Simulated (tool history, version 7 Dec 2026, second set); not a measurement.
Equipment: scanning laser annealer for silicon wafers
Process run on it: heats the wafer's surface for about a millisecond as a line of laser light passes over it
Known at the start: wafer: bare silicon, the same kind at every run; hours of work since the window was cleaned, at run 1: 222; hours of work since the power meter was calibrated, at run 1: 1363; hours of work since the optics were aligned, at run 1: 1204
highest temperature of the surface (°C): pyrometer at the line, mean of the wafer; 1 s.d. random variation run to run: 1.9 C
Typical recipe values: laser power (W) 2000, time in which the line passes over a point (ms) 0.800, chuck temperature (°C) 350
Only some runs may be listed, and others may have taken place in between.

run	hour	laser power (W)	time in which the line passes over a point (ms)	chuck temperature (°C)	hours of work since the window was cleaned	hours of work since the power meter was calibrated	hours of work since the optics were aligned	highest temperature of the surface (°C)
1	0.0	2000	0.800	350	222	1363	1204	1148
2	55.4	2000	0.800	350	253	1394	1235	1148
3	116.3	2183	0.800	350	287	1428	1269	1216
4	202.9	2183	0.800	350	335	1476	1317	1219
5	252.2	2183	0.800	350	363	1504	1345	1221
6	305.6	2183	0.800	350	393	1533	1375	1224
7	366.5	2000	0.800	348	427	1567	1409	1147
8	444.1	2000	0.800	348	470	1611	1452	1149
9	518.3	2000	0.800	348	512	1652	1493	1143
10	593.0	2000	0.800	348	553	1694	1535	1145
11	630.3	2000	0.800	350	574	1715	1556	1148
12	698.4	2000	0.800	350	612	1753	1594	1146
13	742.8	2000	0.800	350	637	1778	1619	1144
14	828.1	2000	0.800	350	685	1825	1666	1149
15	906.2	2000	0.800	350	728	1869	1710	1145
16	953.8	2000	0.800	350	755	1895	1737	1148
17	1026.7	2000	0.800	350	796	1936	1777	1146
18	1061.9	2000	0.800	350	815	1956	1797	1147
19	1142.3	2000	0.800	350	860	2001	1842	1146
20	1211.3	2000	0.800	350	899	2039	1880	1148
# hour 1243.3: optics aligned, line set to its width
21	1263.4	2000	0.775	357	925	2066	11	1146
# hour 1287.8: window over the wafer cleaned
22	1328.8	2000	0.979	345	23	2101	47	1223
23	1389.0	1827	0.808	348	57	2135	80	1079
24	1433.5	2000	0.673	350	81	2160	105	1087
25	1502.5	2000	0.851	350	120	2198	144	1175
26	1573.4	2082	0.582	313	160	2238	183	1032
27	1651.4	2118	0.850	370	203	2281	227	1237
28	1719.9	2149	0.850	370	241	2320	265	1250
29	1801.0	2000	0.679	347	287	2365	310	1086
30	1865.9	2000	0.679	347	323	2401	347	1089
31	1917.9	1910	0.679	363	352	2430	376	1068
32	1996.8	1910	0.679	363	396	2474	420	1076
33	2077.5	1782	0.800	360	441	2519	465	1072
34	2145.8	1782	0.800	360	479	2557	503	1074
35	2210.3	2062	0.828	324	515	2593	539	1164
36	2266.8	2000	0.800	369	547	2625	571	1169
37	2313.3	1807	0.958	361	573	2651	597	1146

Here are 4 independent what-if runs from the current tool condition. What would each one return?
A	2360.7	1898	0.671	362	599	2677	623	?
B	2360.7	1909	0.732	366	599	2677	623	?
C	2360.7	1756	0.800	340	599	2677	623	?
D	2360.7	2000	0.800	328	599	2677	623	?

run	highest temperature of the surface (°C)
A	1063
B	1097
C	1042
D	1127
Without the tool's unlogged condition, the same runs would have read:
run	highest temperature of the surface (°C)
A	1064
B	1098
C	1042
D	1127

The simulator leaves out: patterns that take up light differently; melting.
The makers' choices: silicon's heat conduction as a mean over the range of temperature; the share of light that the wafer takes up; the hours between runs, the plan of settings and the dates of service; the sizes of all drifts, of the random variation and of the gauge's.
